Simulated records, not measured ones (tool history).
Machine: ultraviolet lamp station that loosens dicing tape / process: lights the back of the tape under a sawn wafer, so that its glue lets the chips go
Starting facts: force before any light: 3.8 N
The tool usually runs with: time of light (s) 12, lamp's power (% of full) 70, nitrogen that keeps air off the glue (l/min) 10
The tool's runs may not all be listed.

| run | hour | time of light (s) | lamp's power (% of full) | nitrogen that keeps air off the glue (l/min) | force that peels the tape off (N) | light that reached the tape (J/m2) |
|---|---|---|---|---|---|---|
| 1 | 0 | 12 | 70 | 10 | 0.365 | 5000 |
| 2 | 4.4 | 12 | 70 | 10 | 0.396 | 5070 |
| 3 | 11.1 | 12 | 70 | 10 | 0.37 | 5110 |
| 4 | 18.7 | 12 | 70 | 10 | 0.373 | 5120 |
| 5 | 28.7 | 12 | 70 | 10 | 0.376 | 5110 |
| 6 | 38.9 | 12 | 70 | 10 | 0.369 | 5040 |
| 7 | 48 | 12 | 70 | 10 | 0.375 | 5050 |
| 8 | 56 | 12 | 70 | 10 | 0.369 | 5130 |
| 9 | 65.8 | 12 | 70 | 10 | 0.357 | 5120 |
| 10 | 72.3 | 17 | 70 | 10 | 0.277 | 7220 |
| 11 | 76.7 | 17 | 75 | 10 | 0.241 | 7750 |
| 12 | 86.2 | 17 | 75 | 10 | 0.242 | 7670 |
| 13 | 93.6 | 17 | 75 | 10 | 0.236 | 7660 |
| 14 | 99.2 | 17 | 75 | 10 | 0.249 | 7770 |
| 15 | 104.6 | 12 | 72 | 10 | 0.382 | 5210 |
| 16 | 111.3 | 12 | 72 | 10 | 0.374 | 5220 |
| 17 | 117.9 | 12 | 72 | 16 | 0.322 | 5240 |
| 18 | 122.3 | 12 | 72 | 16 | 0.309 | 5210 |
|  | 127 | window cleaned of glue's vapour |
| 19 | 127.7 | 12 | 72 | 16 | 0.309 | 5300 |
| 20 | 133.6 | 12 | 70 | 10 | 0.378 | 5070 |
| 21 | 139.3 | 12 | 70 | 12 | 0.346 | 5090 |
| 22 | 149.5 | 18 | 83 | 10 | 0.235 | 9090 |
| 23 | 155 | 13 | 75 | 14 | 0.282 | 5960 |
| 24 | 165.1 | 10 | 70 | 8 | 0.509 | 4250 |
| 25 | 170 | 10 | 70 | 9 | 0.493 | 4270 |
| 26 | 174.7 | 10 | 70 | 9 | 0.494 | 4210 |
| 27 | 179.8 | 18 | 62 | 8 | 0.28 | 6820 |
| 28 | 187.1 | 18 | 62 | 8 | 0.288 | 6720 |
| 29 | 196.3 | 20 | 76 | 5 | 0.245 | 9110 |
| 30 | 206.6 | 12 | 75 | 10 | 0.337 | 5410 |
| 31 | 213.5 | 12 | 75 | 10 | 0.352 | 5410 |
| 32 | 218 | 6 | 95 | 7 | 0.719 | 3400 |
| 33 | 223.9 | 19 | 75 | 4 | 0.264 | 8640 |
| 34 | 234 | 19 | 75 | 4 | 0.268 | 8600 |
| 35 | 239.5 | 6 | 90 | 8 | 0.74 | 3290 |
| 36 | 248.9 | 6 | 90 | 8 | 0.761 | 3220 |
| 37 | 256.9 | 11 | 90 | 8 | 0.317 | 6020 |
| 38 | 261.4 | 11 | 90 | 8 | 0.332 | 6010 |
| 39 | 268.8 | 12 | 70 | 5 | 0.471 | 5080 |
| 40 | 273.9 | 12 | 70 | 5 | 0.483 | 5120 |
| 41 | 282 | 12 | 70 | 5 | 0.486 | 5120 |
| 42 | 289.5 | 12 | 69 | 10 | 0.388 | 5000 |

5 ways to go on from here, each from the tool as it stands after run 42. What would each give?
| A | 295.9 | 12 | 70 | 18 | ? | ? |
| B | 295.9 | 9 | 62 | 5 | ? | ? |
| C | 295.9 | 12 | 70 | 14 | ? | ? |
| D | 295.9 | 12 | 80 | 13 | ? | ? |
| E | 295.9 | 12 | 96 | 10 | ? | ? |

| run | force that peels the tape off (N) | light that reached the tape (J/m2) |
|---|---|---|
| A | 0.315 | 5090 |
| B | 0.845 | 3420 |
| C | 0.343 | 5040 |
| D | 0.288 | 5850 |
| E | 0.265 | 6920 |
Had the tool no hidden state, the same runs would have come out as:
| run | force that peels the tape off (N) | light that reached the tape (J/m2) |
|---|---|---|
| A | 0.314 | 5100 |
| B | 0.842 | 3420 |
| C | 0.342 | 5050 |
| D | 0.287 | 5860 |
| E | 0.265 | 6930 |
